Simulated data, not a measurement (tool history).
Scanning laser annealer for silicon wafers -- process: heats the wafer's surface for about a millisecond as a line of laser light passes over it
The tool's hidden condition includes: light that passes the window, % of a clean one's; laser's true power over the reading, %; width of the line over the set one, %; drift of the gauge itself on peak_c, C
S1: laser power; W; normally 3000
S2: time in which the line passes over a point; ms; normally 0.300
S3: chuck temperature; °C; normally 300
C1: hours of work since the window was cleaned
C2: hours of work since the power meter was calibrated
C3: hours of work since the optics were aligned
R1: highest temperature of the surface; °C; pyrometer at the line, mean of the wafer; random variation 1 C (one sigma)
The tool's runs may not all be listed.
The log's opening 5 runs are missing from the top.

| run | day | S1 | S2 | S3 | C1 | C2 | C3 | R1 |
|---|---|---|---|---|---|---|---|---|
| 6 | 2.625 | 3000 | 0.300 | 300 | 485 | 325 | 308 | 1115 |
| 7 | 3.042 | 3000 | 0.300 | 300 | 489 | 330 | 312 | 1115 |
| 8 | 3.400 | 3000 | 0.300 | 300 | 493 | 334 | 316 | 1114 |
| 9 | 3.758 | 3000 | 0.300 | 300 | 497 | 338 | 320 | 1114 |
| 10 | 4.300 | 3054 | 0.300 | 300 | 503 | 344 | 326 | 1131 |
| 11 | 4.646 | 3054 | 0.269 | 300 | 507 | 347 | 330 | 1081 |
| 12 | 5.083 | 3000 | 0.300 | 300 | 511 | 352 | 334 | 1114 |
| 13 | 5.775 | 3000 | 0.300 | 300 | 519 | 360 | 342 | 1115 |
| 14 | 6.117 | 3000 | 0.300 | 300 | 522 | 363 | 345 | 1114 |
| 15 | 6.712 | 3000 | 0.300 | 317 | 529 | 370 | 352 | 1129 |
| 16 | 7.154 | 3000 | 0.300 | 300 | 534 | 374 | 357 | 1113 |
| 17 | 7.546 | 3000 | 0.300 | 300 | 538 | 379 | 361 | 1112 |
| 18 | 7.971 | 3000 | 0.300 | 300 | 542 | 383 | 366 | 1113 |
| 19 | 8.412 | 3000 | 0.300 | 300 | 547 | 388 | 370 | 1112 |
| 20 | 8.975 | 3000 | 0.300 | 300 | 553 | 394 | 376 | 1111 |
| 21 | 9.571 | 3000 | 0.300 | 300 | 560 | 401 | 383 | 1113 |
| 22 | 9.962 | 3000 | 0.300 | 300 | 564 | 405 | 387 | 1111 |
| 23 | 10.438 | 3000 | 0.300 | 300 | 569 | 410 | 392 | 1114 |
| 24 | 11.154 | 3168 | 0.218 | 280 | 577 | 418 | 400 | 1001 |
| 25 | 11.708 | 3000 | 0.244 | 300 | 583 | 424 | 406 | 1020 |
| 26 | 12.338 | 3000 | 0.261 | 270 | 590 | 430 | 413 | 1020 |

Forecast run 27:
| 27 | 12.946 | 3000 | 0.261 | 270 | 596 | 437 | 419 | ? |

{"run 27": {"R1": 1018}}
If the tool had no hidden condition, the same run with the same run-to-run variation would have returned R1 1034 °C.
